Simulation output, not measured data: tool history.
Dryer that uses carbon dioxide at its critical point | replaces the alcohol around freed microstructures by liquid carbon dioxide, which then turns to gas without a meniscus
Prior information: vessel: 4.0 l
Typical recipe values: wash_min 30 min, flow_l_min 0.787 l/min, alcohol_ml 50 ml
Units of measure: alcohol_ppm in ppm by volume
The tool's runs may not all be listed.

{"run": 1, "hour": 0.0, "wash_min": 30, "flow_l_min": 0.787, "alcohol_ml": 50, "alcohol_ppm": 220}
{"run": 2, "hour": 17.7, "wash_min": 30, "flow_l_min": 0.787, "alcohol_ml": 50, "alcohol_ppm": 226}
{"run": 3, "hour": 27.9, "wash_min": 30, "flow_l_min": 0.787, "alcohol_ml": 50, "alcohol_ppm": 229}
{"run": 4, "hour": 41.8, "wash_min": 30, "flow_l_min": 0.545, "alcohol_ml": 50, "alcohol_ppm": 814}
{"run": 5, "hour": 60.5, "wash_min": 30, "flow_l_min": 0.545, "alcohol_ml": 50, "alcohol_ppm": 813}
{"run": 6, "hour": 71.5, "wash_min": 30, "flow_l_min": 0.677, "alcohol_ml": 50, "alcohol_ppm": 407}
{"run": 7, "hour": 86.6, "wash_min": 30, "flow_l_min": 0.787, "alcohol_ml": 36, "alcohol_ppm": 177}
{"run": 8, "hour": 98.5, "wash_min": 30, "flow_l_min": 1.132, "alcohol_ml": 50, "alcohol_ppm": 44}
{"run": 9, "hour": 107.9, "wash_min": 30, "flow_l_min": 1.132, "alcohol_ml": 21, "alcohol_ppm": 32}
{"run": 10, "hour": 118.1, "wash_min": 30, "flow_l_min": 0.787, "alcohol_ml": 50, "alcohol_ppm": 231}
{"run": 11, "hour": 127.4, "wash_min": 30, "flow_l_min": 0.787, "alcohol_ml": 50, "alcohol_ppm": 155}
{"run": 12, "hour": 143.2, "wash_min": 30, "flow_l_min": 0.787, "alcohol_ml": 50, "alcohol_ppm": 165}
{"run": 13, "hour": 160.3, "wash_min": 30, "flow_l_min": 1.079, "alcohol_ml": 50, "alcohol_ppm": 34}
{"run": 14, "hour": 178.2, "wash_min": 30, "flow_l_min": 1.079, "alcohol_ml": 50, "alcohol_ppm": 51}
{"run": 15, "hour": 188.8, "wash_min": 30, "flow_l_min": 0.787, "alcohol_ml": 50, "alcohol_ppm": 168}
{"run": 16, "hour": 206.5, "wash_min": 30, "flow_l_min": 0.804, "alcohol_ml": 50, "alcohol_ppm": 157}
{"run": 17, "hour": 221.0, "wash_min": 30, "flow_l_min": 0.762, "alcohol_ml": 50, "alcohol_ppm": 186}
{"run": 18, "hour": 238.8, "wash_min": 30, "flow_l_min": 0.762, "alcohol_ml": 50, "alcohol_ppm": 194}
{"run": 19, "hour": 255.1, "wash_min": 30, "flow_l_min": 0.787, "alcohol_ml": 50, "alcohol_ppm": 170}
{"run": 20, "hour": 263.6, "wash_min": 30, "flow_l_min": 0.787, "alcohol_ml": 95, "alcohol_ppm": 298}
{"run": 21, "hour": 280.1, "wash_min": 30, "flow_l_min": 0.787, "alcohol_ml": 95, "alcohol_ppm": 310}
{"run": 22, "hour": 288.8, "wash_min": 30, "flow_l_min": 0.787, "alcohol_ml": 95, "alcohol_ppm": 321}
{"run": 23, "hour": 306.5, "wash_min": 21, "flow_l_min": 0.787, "alcohol_ml": 38, "alcohol_ppm": 462}
{"run": 24, "hour": 321.0, "wash_min": 21, "flow_l_min": 0.787, "alcohol_ml": 38, "alcohol_ppm": 451}
{"run": 25, "hour": 330.1, "wash_min": 21, "flow_l_min": 0.681, "alcohol_ml": 44, "alcohol_ppm": 810}
{"run": 26, "hour": 346.9, "wash_min": 31, "flow_l_min": 0.681, "alcohol_ml": 44, "alcohol_ppm": 247}
{"run": 27, "hour": 365.6, "wash_min": 31, "flow_l_min": 0.681, "alcohol_ml": 44, "alcohol_ppm": 240}
{"run": 28, "hour": 381.0, "wash_min": 30, "flow_l_min": 1.118, "alcohol_ml": 85, "alcohol_ppm": 69}
{"run": 29, "hour": 391.3, "wash_min": 22, "flow_l_min": 0.787, "alcohol_ml": 91, "alcohol_ppm": 936}
{"run": 30, "hour": 399.8, "wash_min": 30, "flow_l_min": 0.787, "alcohol_ml": 67, "alcohol_ppm": 239}
{"run": 31, "hour": 410.8, "wash_min": 26, "flow_l_min": 0.787, "alcohol_ml": 96, "alcohol_ppm": 564}
{"run": 32, "hour": 422.6, "wash_min": 22, "flow_l_min": 0.787, "alcohol_ml": 116, "alcohol_ppm": 1193}
{"run": 33, "hour": 435.8, "wash_min": 22, "flow_l_min": 0.787, "alcohol_ml": 116, "alcohol_ppm": 1171}
{"run": 34, "hour": 445.5, "wash_min": 30, "flow_l_min": 0.787, "alcohol_ml": 25, "alcohol_ppm": 105}
{"run": 35, "hour": 459.9, "wash_min": 30, "flow_l_min": 0.787, "alcohol_ml": 25, "alcohol_ppm": 110}
{"run": 36, "hour": 468.4, "wash_min": 39, "flow_l_min": 0.82, "alcohol_ml": 37, "alcohol_ppm": 54}
{"run": 37, "hour": 481.3, "wash_min": 39, "flow_l_min": 0.82, "alcohol_ml": 90, "alcohol_ppm": 100}
{"run": 38, "hour": 497.7, "wash_min": 36, "flow_l_min": 1.242, "alcohol_ml": 104, "alcohol_ppm": 28}
{"run": 39, "hour": 516.1, "wash_min": 36, "flow_l_min": 1.242, "alcohol_ml": 104, "alcohol_ppm": 42}
{"run": 40, "hour": 529.4, "wash_min": 36, "flow_l_min": 1.242, "alcohol_ml": 104, "alcohol_ppm": 31}
{"run": 41, "hour": 548.6, "wash_min": 30, "flow_l_min": 0.799, "alcohol_ml": 50, "alcohol_ppm": 182}
{"run": 42, "hour": 567.5, "wash_min": 30, "flow_l_min": 0.799, "alcohol_ml": 50, "alcohol_ppm": 198}
{"run": 43, "hour": 576.4, "wash_min": 30, "flow_l_min": 1.307, "alcohol_ml": 36, "alcohol_ppm": 33}
{"run": 44, "hour": 585.6, "wash_min": 30, "flow_l_min": 1.307, "alcohol_ml": 36, "alcohol_ppm": 40}

Missing from the log above: 1 entry noted between runs. For each, name the pair of listed runs it sits between and say how the tool's hidden condition differs from the listed run just before to the listed run just after:
Between runs 10 and 11: inlet filter changed (hour 121.8)
  flow that reaches the vessel past the clogged filter, %: 89.9 -> 99.7; alcohol in the recycled carbon dioxide, ppm: 21.7 -> 21.9
  difference, measured minus the result without the unlogged condition, alcohol_ppm: +92 -> +18 ppm by volume

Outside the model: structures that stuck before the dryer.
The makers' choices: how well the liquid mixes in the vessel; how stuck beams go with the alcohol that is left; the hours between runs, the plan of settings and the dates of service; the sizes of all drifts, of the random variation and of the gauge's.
